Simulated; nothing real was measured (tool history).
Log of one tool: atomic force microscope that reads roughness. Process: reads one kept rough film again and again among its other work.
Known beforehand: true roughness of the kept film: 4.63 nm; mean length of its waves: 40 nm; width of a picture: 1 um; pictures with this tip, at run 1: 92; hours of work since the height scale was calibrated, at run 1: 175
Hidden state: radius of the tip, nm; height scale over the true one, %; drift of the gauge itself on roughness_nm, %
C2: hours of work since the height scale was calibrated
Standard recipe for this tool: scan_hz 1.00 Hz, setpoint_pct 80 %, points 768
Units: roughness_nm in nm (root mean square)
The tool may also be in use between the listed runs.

run 1 hour=0.0 | scan_hz=1.00 setpoint_pct=80 points=768 | pictures_with_this_tip=92 C2=175 | roughness_nm=3.388
run 2 hour=5.3 | scan_hz=1.00 setpoint_pct=80 points=768 | pictures_with_this_tip=100 C2=178 | roughness_nm=3.305
run 3 hour=13.5 | scan_hz=1.00 setpoint_pct=80 points=768 | pictures_with_this_tip=111 C2=182 | roughness_nm=3.272
-- hour=16.9 new tip fitted
run 4 hour=18.5 | scan_hz=1.00 setpoint_pct=80 points=768 | pictures_with_this_tip=2 C2=184 | roughness_nm=3.872
run 5 hour=28.8 | scan_hz=1.00 setpoint_pct=80 points=768 | pictures_with_this_tip=17 C2=189 | roughness_nm=3.761
run 6 hour=34.1 | scan_hz=1.00 setpoint_pct=80 points=768 | pictures_with_this_tip=24 C2=192 | roughness_nm=3.711
run 7 hour=41.4 | scan_hz=1.00 setpoint_pct=80 points=768 | pictures_with_this_tip=34 C2=196 | roughness_nm=3.639
run 8 hour=46.4 | scan_hz=1.00 setpoint_pct=80 points=768 | pictures_with_this_tip=41 C2=198 | roughness_nm=3.633
run 9 hour=54.7 | scan_hz=1.00 setpoint_pct=80 points=768 | pictures_with_this_tip=53 C2=202 | roughness_nm=3.526
run 10 hour=62.8 | scan_hz=2.55 setpoint_pct=80 points=768 | pictures_with_this_tip=64 C2=206 | roughness_nm=3.035
run 11 hour=71.0 | scan_hz=1.00 setpoint_pct=80 points=768 | pictures_with_this_tip=76 C2=210 | roughness_nm=3.417
run 12 hour=76.9 | scan_hz=1.00 setpoint_pct=80 points=768 | pictures_with_this_tip=84 C2=213 | roughness_nm=3.393
run 13 hour=82.4 | scan_hz=0.82 setpoint_pct=80 points=768 | pictures_with_this_tip=92 C2=216 | roughness_nm=3.383
run 14 hour=90.1 | scan_hz=1.00 setpoint_pct=80 points=768 | pictures_with_this_tip=103 C2=220 | roughness_nm=3.286
run 15 hour=96.8 | scan_hz=1.00 setpoint_pct=80 points=768 | pictures_with_this_tip=112 C2=223 | roughness_nm=3.237
-- hour=99.9 new tip fitted
run 16 hour=106.9 | scan_hz=1.00 setpoint_pct=80 points=768 | pictures_with_this_tip=10 C2=228 | roughness_nm=3.779
run 17 hour=112.9 | scan_hz=1.00 setpoint_pct=80 points=768 | pictures_with_this_tip=18 C2=231 | roughness_nm=3.720
run 18 hour=119.2 | scan_hz=1.00 setpoint_pct=80 points=768 | pictures_with_this_tip=27 C2=234 | roughness_nm=3.659
run 19 hour=126.6 | scan_hz=1.00 setpoint_pct=80 points=768 | pictures_with_this_tip=37 C2=238 | roughness_nm=3.607
run 20 hour=131.3 | scan_hz=2.61 setpoint_pct=80 points=768 | pictures_with_this_tip=44 C2=240 | roughness_nm=3.123
run 21 hour=138.8 | scan_hz=2.61 setpoint_pct=80 points=768 | pictures_with_this_tip=54 C2=244 | roughness_nm=3.058
run 22 hour=146.3 | scan_hz=2.61 setpoint_pct=80 points=768 | pictures_with_this_tip=65 C2=248 | roughness_nm=3.009
run 23 hour=152.2 | scan_hz=2.61 setpoint_pct=80 points=768 | pictures_with_this_tip=73 C2=251 | roughness_nm=2.981
run 24 hour=157.4 | scan_hz=2.61 setpoint_pct=80 points=355 | pictures_with_this_tip=80 C2=253 | roughness_nm=2.926
run 25 hour=165.5 | scan_hz=1.00 setpoint_pct=70 points=311 | pictures_with_this_tip=92 C2=257 | roughness_nm=3.403
run 26 hour=171.0 | scan_hz=1.60 setpoint_pct=80 points=568 | pictures_with_this_tip=99 C2=260 | roughness_nm=3.097
run 27 hour=178.0 | scan_hz=0.93 setpoint_pct=73 points=360 | pictures_with_this_tip=109 C2=263 | roughness_nm=3.327
-- hour=182.6 new tip fitted
run 28 hour=187.5 | scan_hz=2.78 setpoint_pct=86 points=550 | pictures_with_this_tip=7 C2=268 | roughness_nm=3.058
run 29 hour=193.8 | scan_hz=2.74 setpoint_pct=86 points=768 | pictures_with_this_tip=16 C2=271 | roughness_nm=3.015
run 30 hour=204.6 | scan_hz=2.38 setpoint_pct=80 points=579 | pictures_with_this_tip=31 C2=276 | roughness_nm=3.242
run 31 hour=215.4 | scan_hz=2.38 setpoint_pct=80 points=579 | pictures_with_this_tip=46 C2=282 | roughness_nm=3.181
run 32 hour=221.5 | scan_hz=1.00 setpoint_pct=69 points=604 | pictures_with_this_tip=54 C2=285 | roughness_nm=3.712
run 33 hour=230.9 | scan_hz=0.52 setpoint_pct=59 points=768 | pictures_with_this_tip=67 C2=290 | roughness_nm=3.757
run 34 hour=238.3 | scan_hz=1.48 setpoint_pct=72 points=541 | pictures_with_this_tip=78 C2=293 | roughness_nm=3.402
run 35 hour=248.4 | scan_hz=1.48 setpoint_pct=72 points=541 | pictures_with_this_tip=92 C2=298 | roughness_nm=3.338
run 36 hour=258.0 | scan_hz=1.48 setpoint_pct=88 points=488 | pictures_with_this_tip=105 C2=303 | roughness_nm=2.952
run 37 hour=263.4 | scan_hz=1.48 setpoint_pct=82 points=294 | pictures_with_this_tip=113 C2=306 | roughness_nm=3.045
-- hour=265.8 new tip fitted
run 38 hour=270.8 | scan_hz=1.56 setpoint_pct=57 points=612 | pictures_with_this_tip=7 C2=309 | roughness_nm=4.023
run 39 hour=278.3 | scan_hz=1.00 setpoint_pct=65 points=944 | pictures_with_this_tip=17 C2=313 | roughness_nm=3.959
run 40 hour=287.2 | scan_hz=3.53 setpoint_pct=61 points=656 | pictures_with_this_tip=30 C2=317 | roughness_nm=3.587
run 41 hour=297.0 | scan_hz=1.08 setpoint_pct=61 points=635 | pictures_with_this_tip=43 C2=322 | roughness_nm=3.838
run 42 hour=304.1 | scan_hz=1.08 setpoint_pct=61 points=635 | pictures_with_this_tip=53 C2=326 | roughness_nm=3.769
run 43 hour=312.7 | scan_hz=3.58 setpoint_pct=58 points=290 | pictures_with_this_tip=65 C2=330 | roughness_nm=3.439
run 44 hour=318.1 | scan_hz=3.58 setpoint_pct=58 points=290 | pictures_with_this_tip=73 C2=333 | roughness_nm=3.445
run 45 hour=325.8 | scan_hz=3.43 setpoint_pct=81 points=702 | pictures_with_this_tip=84 C2=337 | roughness_nm=2.726
run 46 hour=336.6 | scan_hz=1.59 setpoint_pct=78 points=768 | pictures_with_this_tip=99 C2=342 | roughness_nm=3.183
run 47 hour=344.2 | scan_hz=1.59 setpoint_pct=78 points=768 | pictures_with_this_tip=109 C2=346 | roughness_nm=3.146
-- hour=348.7 new tip fitted
run 48 hour=351.1 | scan_hz=1.01 setpoint_pct=68 points=768 | pictures_with_this_tip=3 C2=349 | roughness_nm=4.039

Consider 4 possible next runs. They are alternatives, not a sequence: every one starts from the tool as it was left by run 48. What does each give?
run A hour=358.3 | scan_hz=0.52 setpoint_pct=60 points=768 | pictures_with_this_tip=14 C2=353 | roughness_nm=?
run B hour=358.3 | scan_hz=1.00 setpoint_pct=67 points=768 | pictures_with_this_tip=14 C2=353 | roughness_nm=?
run C hour=358.3 | scan_hz=0.53 setpoint_pct=87 points=554 | pictures_with_this_tip=14 C2=353 | roughness_nm=?
run D hour=358.3 | scan_hz=2.16 setpoint_pct=68 points=268 | pictures_with_this_tip=14 C2=353 | roughness_nm=?

run=A roughness_nm=4.092
run=B roughness_nm=3.974
run=C roughness_nm=3.849
run=D roughness_nm=3.681
What these runs would have given with no unlogged condition in the tool:
run=A roughness_nm=4.228
run=B roughness_nm=4.106
run=C roughness_nm=3.977
run=D roughness_nm=3.803
